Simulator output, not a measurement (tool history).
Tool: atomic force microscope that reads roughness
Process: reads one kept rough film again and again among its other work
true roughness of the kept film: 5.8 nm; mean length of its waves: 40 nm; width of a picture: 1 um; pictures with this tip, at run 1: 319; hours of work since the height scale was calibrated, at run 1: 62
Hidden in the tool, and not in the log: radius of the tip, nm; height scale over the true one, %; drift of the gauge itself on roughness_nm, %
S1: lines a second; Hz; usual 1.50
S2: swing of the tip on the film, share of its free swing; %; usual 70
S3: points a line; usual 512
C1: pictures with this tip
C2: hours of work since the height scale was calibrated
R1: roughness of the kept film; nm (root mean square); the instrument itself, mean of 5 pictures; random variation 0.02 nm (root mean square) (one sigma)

{"run": 1, "hour": 0.0, "S1": 1.5, "S2": 70, "S3": 512, "C1": 319, "C2": 62, "R1": 4.094}
{"run": 2, "hour": 7.0, "S1": 1.5, "S2": 70, "S3": 348, "C1": 332, "C2": 66, "R1": 4.081}
{"run": 3, "hour": 15.3, "S1": 1.5, "S2": 86, "S3": 348, "C1": 348, "C2": 71, "R1": 3.617}
{"run": 4, "hour": 24.2, "S1": 1.5, "S2": 86, "S3": 348, "C1": 365, "C2": 76, "R1": 3.592}
{"run": 5, "hour": 32.1, "S1": 1.5, "S2": 86, "S3": 348, "C1": 380, "C2": 81, "R1": 3.57}
{"hour": 34.9, "done": "new tip fitted"}
{"run": 6, "hour": 38.6, "S1": 1.5, "S2": 86, "S3": 348, "C1": 7, "C2": 84, "R1": 4.265}
{"run": 7, "hour": 43.9, "S1": 1.5, "S2": 86, "S3": 348, "C1": 17, "C2": 87, "R1": 4.244}
{"run": 8, "hour": 49.8, "S1": 1.5, "S2": 70, "S3": 512, "C1": 28, "C2": 91, "R1": 4.734}
{"run": 9, "hour": 54.1, "S1": 1.65, "S2": 70, "S3": 512, "C1": 36, "C2": 93, "R1": 4.699}
{"run": 10, "hour": 59.6, "S1": 1.65, "S2": 70, "S3": 512, "C1": 47, "C2": 96, "R1": 4.648}
{"run": 11, "hour": 67.1, "S1": 1.65, "S2": 70, "S3": 512, "C1": 61, "C2": 101, "R1": 4.601}
{"run": 12, "hour": 75.8, "S1": 1.65, "S2": 70, "S3": 512, "C1": 77, "C2": 105, "R1": 4.548}
{"run": 13, "hour": 82.5, "S1": 1.5, "S2": 70, "S3": 780, "C1": 89, "C2": 109, "R1": 4.578}
{"run": 14, "hour": 86.3, "S1": 1.5, "S2": 70, "S3": 780, "C1": 97, "C2": 112, "R1": 4.572}
{"run": 15, "hour": 94.3, "S1": 1.5, "S2": 70, "S3": 512, "C1": 112, "C2": 116, "R1": 4.55}
{"run": 16, "hour": 103.2, "S1": 1.5, "S2": 70, "S3": 512, "C1": 128, "C2": 121, "R1": 4.51}
{"run": 17, "hour": 111.2, "S1": 1.5, "S2": 83, "S3": 512, "C1": 143, "C2": 126, "R1": 4.131}
{"run": 18, "hour": 115.8, "S1": 0.62, "S2": 70, "S3": 512, "C1": 152, "C2": 128, "R1": 4.665}
{"run": 19, "hour": 123.6, "S1": 1.5, "S2": 70, "S3": 512, "C1": 167, "C2": 133, "R1": 4.467}
{"run": 20, "hour": 129.1, "S1": 1.5, "S2": 70, "S3": 512, "C1": 177, "C2": 136, "R1": 4.431}
{"run": 21, "hour": 135.0, "S1": 1.5, "S2": 70, "S3": 512, "C1": 188, "C2": 139, "R1": 4.419}
{"run": 22, "hour": 142.2, "S1": 1.5, "S2": 70, "S3": 512, "C1": 202, "C2": 144, "R1": 4.33}
{"run": 23, "hour": 148.0, "S1": 1.5, "S2": 70, "S3": 512, "C1": 213, "C2": 147, "R1": 4.326}
{"run": 24, "hour": 154.9, "S1": 1.5, "S2": 70, "S3": 512, "C1": 226, "C2": 151, "R1": 4.303}
{"run": 25, "hour": 160.2, "S1": 1.5, "S2": 70, "S3": 512, "C1": 235, "C2": 154, "R1": 4.316}
{"run": 26, "hour": 164.3, "S1": 1.5, "S2": 70, "S3": 512, "C1": 243, "C2": 156, "R1": 4.294}
{"run": 27, "hour": 169.9, "S1": 2.28, "S2": 61, "S3": 760, "C1": 254, "C2": 159, "R1": 4.33}
{"run": 28, "hour": 179.0, "S1": 1.54, "S2": 56, "S3": 1011, "C1": 271, "C2": 165, "R1": 4.445}
{"run": 29, "hour": 182.7, "S1": 0.93, "S2": 60, "S3": 610, "C1": 278, "C2": 167, "R1": 4.478}
{"run": 30, "hour": 190.3, "S1": 1.81, "S2": 74, "S3": 512, "C1": 292, "C2": 171, "R1": 3.986}
{"run": 31, "hour": 194.0, "S1": 2.71, "S2": 62, "S3": 512, "C1": 299, "C2": 173, "R1": 4.09}
{"run": 32, "hour": 199.6, "S1": 1.32, "S2": 62, "S3": 287, "C1": 309, "C2": 176, "R1": 4.299}
{"run": 33, "hour": 208.2, "S1": 1.6, "S2": 62, "S3": 283, "C1": 326, "C2": 181, "R1": 4.229}
{"run": 34, "hour": 215.6, "S1": 1.5, "S2": 73, "S3": 477, "C1": 339, "C2": 186, "R1": 4.017}
{"run": 35, "hour": 224.4, "S1": 0.6, "S2": 71, "S3": 303, "C1": 356, "C2": 191, "R1": 4.255}
{"run": 36, "hour": 229.2, "S1": 1.34, "S2": 87, "S3": 739, "C1": 365, "C2": 193, "R1": 3.697}
{"run": 37, "hour": 236.4, "S1": 0.98, "S2": 58, "S3": 428, "C1": 379, "C2": 197, "R1": 4.271}
{"hour": 239.9, "done": "new tip fitted"}
{"run": 38, "hour": 242.9, "S1": 0.98, "S2": 58, "S3": 428, "C1": 6, "C2": 201, "R1": 5.048}
{"run": 39, "hour": 250.4, "S1": 0.56, "S2": 73, "S3": 391, "C1": 20, "C2": 205, "R1": 4.988}
{"run": 40, "hour": 256.0, "S1": 1.5, "S2": 74, "S3": 403, "C1": 30, "C2": 208, "R1": 4.6}
{"run": 41, "hour": 264.0, "S1": 1.5, "S2": 77, "S3": 623, "C1": 46, "C2": 213, "R1": 4.505}
{"run": 42, "hour": 271.8, "S1": 0.69, "S2": 66, "S3": 667, "C1": 60, "C2": 217, "R1": 4.906}
{"run": 43, "hour": 278.1, "S1": 3.39, "S2": 78, "S3": 555, "C1": 72, "C2": 221, "R1": 3.788}
{"run": 44, "hour": 283.2, "S1": 1.5, "S2": 85, "S3": 380, "C1": 82, "C2": 224, "R1": 4.159}
{"run": 45, "hour": 290.2, "S1": 1.15, "S2": 74, "S3": 277, "C1": 95, "C2": 228, "R1": 4.564}
{"run": 46, "hour": 293.9, "S1": 2.94, "S2": 84, "S3": 824, "C1": 102, "C2": 230, "R1": 3.607}
{"run": 47, "hour": 297.9, "S1": 2.13, "S2": 90, "S3": 550, "C1": 109, "C2": 232, "R1": 3.621}
{"run": 48, "hour": 302.1, "S1": 2.77, "S2": 84, "S3": 529, "C1": 117, "C2": 235, "R1": 3.621}
{"run": 49, "hour": 309.3, "S1": 0.7, "S2": 64, "S3": 888, "C1": 131, "C2": 239, "R1": 4.801}
{"run": 50, "hour": 314.8, "S1": 0.87, "S2": 73, "S3": 888, "C1": 141, "C2": 242, "R1": 4.597}
{"run": 51, "hour": 322.0, "S1": 0.58, "S2": 70, "S3": 594, "C1": 155, "C2": 246, "R1": 4.7}
{"run": 52, "hour": 328.9, "S1": 0.55, "S2": 55, "S3": 596, "C1": 168, "C2": 250, "R1": 4.763}

How the hidden state differs across the entries between the runs, from the last listed run before each to the first after it:
Between runs 5 and 6: new tip fitted (hour 34.9)
  radius of the tip, nm: 22.6 -> 7.3
  measured less the result without the state, R1: -0.717 -> -0.010 nm (root mean square)
Between runs 37 and 38: new tip fitted (hour 239.9)
  radius of the tip, nm: 22.1 -> 7.5
  measured less the result without the state, R1: -0.827 -> -0.017 nm (root mean square)
